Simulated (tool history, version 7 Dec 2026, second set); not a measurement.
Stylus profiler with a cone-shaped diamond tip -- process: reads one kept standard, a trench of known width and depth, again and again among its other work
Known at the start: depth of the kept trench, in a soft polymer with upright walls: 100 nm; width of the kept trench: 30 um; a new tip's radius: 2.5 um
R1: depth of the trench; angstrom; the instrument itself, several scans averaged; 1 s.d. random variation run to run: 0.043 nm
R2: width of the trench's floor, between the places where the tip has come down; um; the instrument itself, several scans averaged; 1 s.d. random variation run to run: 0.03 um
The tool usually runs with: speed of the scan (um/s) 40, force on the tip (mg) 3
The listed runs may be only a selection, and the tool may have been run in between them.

run 1 day=0 | speed_of_the_scan_(um/s)=40 force_on_the_tip_(mg)=3 | R1=1011.6 R2=28.26
run 2 day=1.217 | speed_of_the_scan_(um/s)=40 force_on_the_tip_(mg)=3 | R1=1011.9 R2=28.34
run 3 day=1.908 | speed_of_the_scan_(um/s)=40 force_on_the_tip_(mg)=3 | R1=1011.4 R2=28.34
run 4 day=3.05 | speed_of_the_scan_(um/s)=40 force_on_the_tip_(mg)=3 | R1=1012.1 R2=28.35
run 5 day=4.408 | speed_of_the_scan_(um/s)=40 force_on_the_tip_(mg)=3 | R1=1011.6 R2=28.36
run 6 day=5.012 | speed_of_the_scan_(um/s)=40 force_on_the_tip_(mg)=3 | R1=1011.4 R2=28.27
run 7 day=6.338 | speed_of_the_scan_(um/s)=40 force_on_the_tip_(mg)=3 | R1=1012.6 R2=28.35
run 8 day=7.567 | speed_of_the_scan_(um/s)=10 force_on_the_tip_(mg)=3 | R1=1011.6 R2=28.44
run 9 day=8.45 | speed_of_the_scan_(um/s)=10 force_on_the_tip_(mg)=3 | R1=1011.7 R2=28.38
run 10 day=9.133 | speed_of_the_scan_(um/s)=40 force_on_the_tip_(mg)=3 | R1=1012.3 R2=28.35
run 11 day=10.075 | speed_of_the_scan_(um/s)=40 force_on_the_tip_(mg)=3 | R1=1011.6 R2=28.39
run 12 day=11.225 | speed_of_the_scan_(um/s)=40 force_on_the_tip_(mg)=3 | R1=1012.6 R2=28.29
run 13 day=12.188 | speed_of_the_scan_(um/s)=40 force_on_the_tip_(mg)=3 | R1=1012.2 R2=28.3
run 14 day=13.4 | speed_of_the_scan_(um/s)=25 force_on_the_tip_(mg)=3 | R1=1012.3 R2=28.37
run 15 day=14.262 | speed_of_the_scan_(um/s)=25 force_on_the_tip_(mg)=3 | R1=1011.9 R2=28.34
run 16 day=15.204 | speed_of_the_scan_(um/s)=73 force_on_the_tip_(mg)=3 | R1=1011.7 R2=28.23
run 17 day=16.188 | speed_of_the_scan_(um/s)=40 force_on_the_tip_(mg)=3.26 | R1=1012.3 R2=28.31
run 18 day=17.312 | speed_of_the_scan_(um/s)=49 force_on_the_tip_(mg)=3 | R1=1012.4 R2=28.25
run 19 day=18.558 | speed_of_the_scan_(um/s)=49 force_on_the_tip_(mg)=3 | R1=1012.5 R2=28.31
run 20 day=19.642 | speed_of_the_scan_(um/s)=49 force_on_the_tip_(mg)=3 | R1=1012.7 R2=28.24
run 21 day=20.754 | speed_of_the_scan_(um/s)=49 force_on_the_tip_(mg)=3 | R1=1013 R2=28.25
run 22 day=21.721 | speed_of_the_scan_(um/s)=49 force_on_the_tip_(mg)=3 | R1=1012.5 R2=28.27
run 23 day=22.921 | speed_of_the_scan_(um/s)=49 force_on_the_tip_(mg)=3 | R1=1012.9 R2=28.22
run 24 day=23.996 | speed_of_the_scan_(um/s)=38 force_on_the_tip_(mg)=7.93 | R1=1021.6 R2=28.37
run 25 day=24.642 | speed_of_the_scan_(um/s)=37 force_on_the_tip_(mg)=5.06 | R1=1017.1 R2=28.29
run 26 day=25.429 | speed_of_the_scan_(um/s)=37 force_on_the_tip_(mg)=5.06 | R1=1017.3 R2=28.26
run 27 day=26.142 | speed_of_the_scan_(um/s)=37 force_on_the_tip_(mg)=5.06 | R1=1016.9 R2=28.32
run 28 day=26.9 | speed_of_the_scan_(um/s)=86 force_on_the_tip_(mg)=3.95 | R1=1013.7 R2=28.15
run 29 day=28.129 | speed_of_the_scan_(um/s)=28 force_on_the_tip_(mg)=6.45 | R1=1019.5 R2=28.35
run 30 day=28.912 | speed_of_the_scan_(um/s)=28 force_on_the_tip_(mg)=6.45 | R1=1019.8 R2=28.29
run 31 day=30.238 | speed_of_the_scan_(um/s)=40 force_on_the_tip_(mg)=2.27 | R1=1012.5 R2=28.21
run 32 day=31.062 | speed_of_the_scan_(um/s)=13 force_on_the_tip_(mg)=5.23 | R1=1017.7 R2=28.32
run 33 day=32.008 | speed_of_the_scan_(um/s)=13 force_on_the_tip_(mg)=5.23 | R1=1017.4 R2=28.29
run 34 day=32.9 | speed_of_the_scan_(um/s)=41 force_on_the_tip_(mg)=8.52 | R1=1023.1 R2=28.34
run 35 day=33.517 | speed_of_the_scan_(um/s)=114 force_on_the_tip_(mg)=6.01 | R1=1018.6 R2=28.11
run 36 day=34.392 | speed_of_the_scan_(um/s)=11 force_on_the_tip_(mg)=7.76 | R1=1022.6 R2=28.27
run 37 day=35.321 | speed_of_the_scan_(um/s)=115 force_on_the_tip_(mg)=1.89 | R1=1011.8 R2=27.92
run 38 day=36.379 | speed_of_the_scan_(um/s)=12 force_on_the_tip_(mg)=4.28 | R1=1016.1 R2=28.33
run 39 day=37.308 | speed_of_the_scan_(um/s)=49 force_on_the_tip_(mg)=1.2 | R1=1009.8 R2=28.07
run 40 day=38.396 | speed_of_the_scan_(um/s)=49 force_on_the_tip_(mg)=1.2 | R1=1010 R2=28.13
run 41 day=39.654 | speed_of_the_scan_(um/s)=11 force_on_the_tip_(mg)=3.32 | R1=1014.9 R2=28.34
run 42 day=40.379 | speed_of_the_scan_(um/s)=11 force_on_the_tip_(mg)=3.32 | R1=1015 R2=28.32

5 ways to go on from here, each from the tool as it stands after run 42. What would each give?
run A day=41.229 | speed_of_the_scan_(um/s)=11 force_on_the_tip_(mg)=1.38 | R1=? R2=?
run B day=41.229 | speed_of_the_scan_(um/s)=121 force_on_the_tip_(mg)=5.02 | R1=? R2=?
run C day=41.229 | speed_of_the_scan_(um/s)=151 force_on_the_tip_(mg)=3.32 | R1=? R2=?
run D day=41.229 | speed_of_the_scan_(um/s)=51 force_on_the_tip_(mg)=1.48 | R1=? R2=?
run E day=41.229 | speed_of_the_scan_(um/s)=99 force_on_the_tip_(mg)=7.2 | R1=? R2=?

run=A R1=1010.2 R2=28.28
run=B R1=1018.5 R2=28.11
run=C R1=1014.9 R2=27.89
run=D R1=1009.9 R2=28.14
run=E R1=1021.8 R2=28.17
Had the tool no hidden state, the same runs would have come out as:
run=A R1=1005.5 R2=28.56
run=B R1=1013.8 R2=28.39
run=C R1=1010.1 R2=28.18
run=D R1=1005.2 R2=28.42
run=E R1=1017 R2=28.45
